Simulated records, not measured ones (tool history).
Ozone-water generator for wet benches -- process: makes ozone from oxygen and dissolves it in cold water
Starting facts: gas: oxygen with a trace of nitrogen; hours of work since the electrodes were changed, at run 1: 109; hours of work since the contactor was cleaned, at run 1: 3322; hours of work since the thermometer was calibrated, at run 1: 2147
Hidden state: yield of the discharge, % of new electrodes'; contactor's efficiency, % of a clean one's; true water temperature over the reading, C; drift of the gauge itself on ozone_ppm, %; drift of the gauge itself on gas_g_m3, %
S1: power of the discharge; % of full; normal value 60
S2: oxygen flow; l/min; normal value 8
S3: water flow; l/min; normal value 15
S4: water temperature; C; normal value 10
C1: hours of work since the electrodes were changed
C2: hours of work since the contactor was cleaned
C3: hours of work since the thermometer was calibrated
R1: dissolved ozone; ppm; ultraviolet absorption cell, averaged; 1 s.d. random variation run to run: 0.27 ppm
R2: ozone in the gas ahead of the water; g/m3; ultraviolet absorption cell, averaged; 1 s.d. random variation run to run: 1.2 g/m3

run	hour	S1	S2	S3	S4	C1	C2	C3	R1	R2
1	0	60	8	15	10	109	3322	2147	39.2	209.5
2	25.5	60	8	15	10	131	3343	2168	39.3	210.7
3	40.1	60	8	15	10	143	3356	2181	39.1	207.7
4	67	60	8	15	10	166	3379	2203	39.9	210.1
5	90.5	60	8	15	10	186	3398	2223	38.8	207.5
6	106.4	60	8	15	5	199	3412	2237	43	208.3
7	134	60	8	15	5	222	3435	2260	42.7	208.1
8	164.5	60	8	15	5	248	3461	2286	42.6	209.3
9	189.7	60	8	15	10	269	3482	2307	39	209.9
10	206.4	60	8	14	13	283	3496	2321	38.8	209.2
# hour 212.6: contactor cleaned
11	232.6	60	8	14	13	302	17	2340	37.7	209.3
12	251.3	81	11.22	14	16	318	33	2356	44	228.7
13	279.3	87	7.69	10	17	342	56	2379	52.6	268.3
14	306.2	60	8	9	10	364	79	2402	50.4	207.7
15	333	60	8	9	10	387	102	2425	50.1	210
# hour 338.8: contactor cleaned, once more
16	367.4	60	8	9	10	413	24	2450	52.9	207.7
17	398.3	60	6.78	9	10	439	50	2476	52.8	224.2
18	425.8	60	5.83	15	10	462	73	2500	38.6	230.9

What if the next run were any one of these 3? Each begins from the tool's condition after run 18:
A	454.8	43	7.62	15	9	486	98	2524	?	?
B	454.8	60	8	15	9	486	98	2524	?	?
C	454.8	65	8	17	10	486	98	2524	?	?

run	R1	R2
A	33.3	170.7
B	41.3	205.9
C	39.9	220.7
Stripped of hidden state, with their random variation kept, the same runs would have yielded:
run	R1	R2
A	33.7	171.9
B	41.8	207.9
C	40.5	222.9
